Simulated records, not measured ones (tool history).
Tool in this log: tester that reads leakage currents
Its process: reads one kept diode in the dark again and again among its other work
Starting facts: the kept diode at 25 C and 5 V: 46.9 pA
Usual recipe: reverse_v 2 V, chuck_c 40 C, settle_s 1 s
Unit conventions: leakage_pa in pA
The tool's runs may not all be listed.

run 1 day=0 | reverse_v=2 chuck_c=40 settle_s=1 | leakage_pa=116.16
run 2 day=3.912 | reverse_v=2 chuck_c=40 settle_s=1 | leakage_pa=116.75
run 3 day=8.275 | reverse_v=2 chuck_c=40 settle_s=1 | leakage_pa=117.39
run 4 day=14.767 | reverse_v=2 chuck_c=43 settle_s=1 | leakage_pa=146.8
run 5 day=19.508 | reverse_v=6.11 chuck_c=40 settle_s=1 | leakage_pa=195.49
run 6 day=27.196 | reverse_v=6.11 chuck_c=40 settle_s=1 | leakage_pa=198.49
-- day=32.488 probe card cleaned and baked
run 7 day=34.608 | reverse_v=6.11 chuck_c=40 settle_s=1 | leakage_pa=185.43
run 8 day=40.142 | reverse_v=6.11 chuck_c=40 settle_s=1 | leakage_pa=186.64
run 9 day=45.312 | reverse_v=6.11 chuck_c=40 settle_s=1 | leakage_pa=188.14
run 10 day=49.788 | reverse_v=6.11 chuck_c=40 settle_s=1 | leakage_pa=190.02
-- day=56.792 chuck's temperature calibrated
run 11 day=57.725 | reverse_v=2 chuck_c=40 settle_s=1 | leakage_pa=130.43
run 12 day=63.346 | reverse_v=2 chuck_c=40 settle_s=0.98 | leakage_pa=131.43
run 13 day=71.012 | reverse_v=2 chuck_c=40 settle_s=1.2 | leakage_pa=132.91
run 14 day=74.612 | reverse_v=2 chuck_c=40 settle_s=1 | leakage_pa=133.89
run 15 day=80.908 | reverse_v=2 chuck_c=40 settle_s=1 | leakage_pa=134.47
run 16 day=87.117 | reverse_v=2 chuck_c=40 settle_s=1 | leakage_pa=136.87
run 17 day=90.517 | reverse_v=2 chuck_c=40 settle_s=1 | leakage_pa=137.6
-- day=94.142 chuck's temperature calibrated, once more
run 18 day=96.608 | reverse_v=13.05 chuck_c=40 settle_s=1 | leakage_pa=238.67
run 19 day=100.638 | reverse_v=13.05 chuck_c=40 settle_s=1 | leakage_pa=241.51
run 20 day=107.65 | reverse_v=13.05 chuck_c=40 settle_s=1 | leakage_pa=245.23
run 21 day=115.433 | reverse_v=13.05 chuck_c=40 settle_s=1 | leakage_pa=249.34
run 22 day=120.05 | reverse_v=13.05 chuck_c=40 settle_s=1 | leakage_pa=250.39
run 23 day=124.842 | reverse_v=2.9 chuck_c=40 settle_s=1 | leakage_pa=131.53
run 24 day=129.046 | reverse_v=2.9 chuck_c=40 settle_s=1 | leakage_pa=132.11
run 25 day=136.771 | reverse_v=6.61 chuck_c=25 settle_s=2.39 | leakage_pa=66.13
run 26 day=141.946 | reverse_v=4.46 chuck_c=37 settle_s=1.31 | leakage_pa=131.35
-- day=147.879 tester calibrated
run 27 day=150.021 | reverse_v=4.46 chuck_c=37 settle_s=1.31 | leakage_pa=133.12
run 28 day=158.075 | reverse_v=6.57 chuck_c=37 settle_s=0.52 | leakage_pa=161.98
run 29 day=166.183 | reverse_v=6.57 chuck_c=37 settle_s=0.52 | leakage_pa=165.02
run 30 day=170.2 | reverse_v=2.62 chuck_c=21 settle_s=6.65 | leakage_pa=34.38
run 31 day=173.65 | reverse_v=2.62 chuck_c=21 settle_s=2.76 | leakage_pa=34.8
run 32 day=179.383 | reverse_v=1.23 chuck_c=35 settle_s=9.89 | leakage_pa=69.49
run 33 day=186.475 | reverse_v=2.4 chuck_c=46 settle_s=0.6 | leakage_pa=206.09
run 34 day=190.229 | reverse_v=2.4 chuck_c=46 settle_s=0.6 | leakage_pa=207.17
run 35 day=194.658 | reverse_v=4.42 chuck_c=46 settle_s=1.31 | leakage_pa=269.79
run 36 day=200.671 | reverse_v=4.42 chuck_c=46 settle_s=1.31 | leakage_pa=271.85
-- day=202.588 chuck's temperature calibrated
-- day=206.579 probe card cleaned and baked
run 37 day=208.017 | reverse_v=12.6 chuck_c=31 settle_s=1.52 | leakage_pa=113.26
run 38 day=212.883 | reverse_v=5.41 chuck_c=27 settle_s=0.45 | leakage_pa=60.33

Below are 3 alternative next runs, each starting from the tool's condition after run 38. Predict each:
run A day=218.308 | reverse_v=5.41 chuck_c=27 settle_s=2.46 | leakage_pa=?
run B day=218.308 | reverse_v=17.79 chuck_c=35 settle_s=1 | leakage_pa=?
run C day=218.308 | reverse_v=11.86 chuck_c=27 settle_s=0.45 | leakage_pa=?

run=A leakage_pa=60.02
run=B leakage_pa=186.02
run=C leakage_pa=85.97
Without the tool's hidden state the same runs would have given:
run=A leakage_pa=57.48
run=B leakage_pa=178.3
run=C leakage_pa=81.73
